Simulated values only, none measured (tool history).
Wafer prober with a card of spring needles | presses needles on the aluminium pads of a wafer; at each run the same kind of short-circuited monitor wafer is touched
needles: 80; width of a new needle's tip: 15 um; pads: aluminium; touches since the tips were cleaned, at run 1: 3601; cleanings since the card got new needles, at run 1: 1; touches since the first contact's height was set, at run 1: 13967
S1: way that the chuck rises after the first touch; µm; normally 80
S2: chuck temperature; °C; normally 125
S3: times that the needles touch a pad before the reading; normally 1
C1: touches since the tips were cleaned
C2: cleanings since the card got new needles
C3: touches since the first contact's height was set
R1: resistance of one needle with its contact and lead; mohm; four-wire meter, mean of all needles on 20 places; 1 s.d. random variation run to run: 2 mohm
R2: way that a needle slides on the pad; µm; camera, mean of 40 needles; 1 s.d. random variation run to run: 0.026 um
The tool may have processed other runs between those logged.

{"run": 1, "hour": 0.0, "S1": 80, "S2": 125, "S3": 1, "C1": 3601, "C2": 1, "C3": 13967, "R1": 253, "R2": 20.31}
{"run": 2, "hour": 10.8, "S1": 80, "S2": 125, "S3": 1, "C1": 7989, "C2": 1, "C3": 18355, "R1": 272, "R2": 20.32}
{"hour": 12.6, "done": "tips cleaned on abrasive film"}
{"run": 3, "hour": 16.9, "S1": 80, "S2": 125, "S3": 1, "C1": 1756, "C2": 2, "C3": 20791, "R1": 239, "R2": 20.29}
{"run": 4, "hour": 27.3, "S1": 80, "S2": 125, "S3": 1, "C1": 5958, "C2": 2, "C3": 24993, "R1": 262, "R2": 20.28}
{"hour": 34.2, "done": "tips cleaned on abrasive film"}
{"run": 5, "hour": 37.2, "S1": 80, "S2": 125, "S3": 1, "C1": 1234, "C2": 3, "C3": 28991, "R1": 234, "R2": 20.28}
{"run": 6, "hour": 47.3, "S1": 65, "S2": 125, "S3": 1, "C1": 5342, "C2": 3, "C3": 33099, "R1": 286, "R2": 16.48}
{"run": 7, "hour": 52.7, "S1": 65, "S2": 125, "S3": 1, "C1": 7505, "C2": 3, "C3": 35262, "R1": 295, "R2": 16.48}
{"hour": 55.0, "done": "tips cleaned on abrasive film"}
{"run": 8, "hour": 61.2, "S1": 80, "S2": 125, "S3": 1, "C1": 2501, "C2": 4, "C3": 38674, "R1": 250, "R2": 20.28}
{"hour": 62.3, "done": "height of the first contact set anew"}
{"run": 9, "hour": 67.2, "S1": 80, "S2": 125, "S3": 1, "C1": 4819, "C2": 4, "C3": 2006, "R1": 271, "R2": 20.24}
{"run": 10, "hour": 73.9, "S1": 80, "S2": 125, "S3": 1, "C1": 7545, "C2": 4, "C3": 4732, "R1": 271, "R2": 20.17}

Estimate the outcome of run 11 from the log above:
{"hour": 76.5, "done": "tips cleaned on abrasive film"}
{"run": 11, "hour": 79.8, "S1": 80, "S2": 125, "S3": 2, "C1": 1322, "C2": 5, "C3": 7061, "R1": "?", "R2": "?"}

R1: 226 mohm
R2: 20.2 µm
On a tool with no hidden condition, and with the same random variation, this run would have come out at R1 210 mohm, R2 20.31 µm.

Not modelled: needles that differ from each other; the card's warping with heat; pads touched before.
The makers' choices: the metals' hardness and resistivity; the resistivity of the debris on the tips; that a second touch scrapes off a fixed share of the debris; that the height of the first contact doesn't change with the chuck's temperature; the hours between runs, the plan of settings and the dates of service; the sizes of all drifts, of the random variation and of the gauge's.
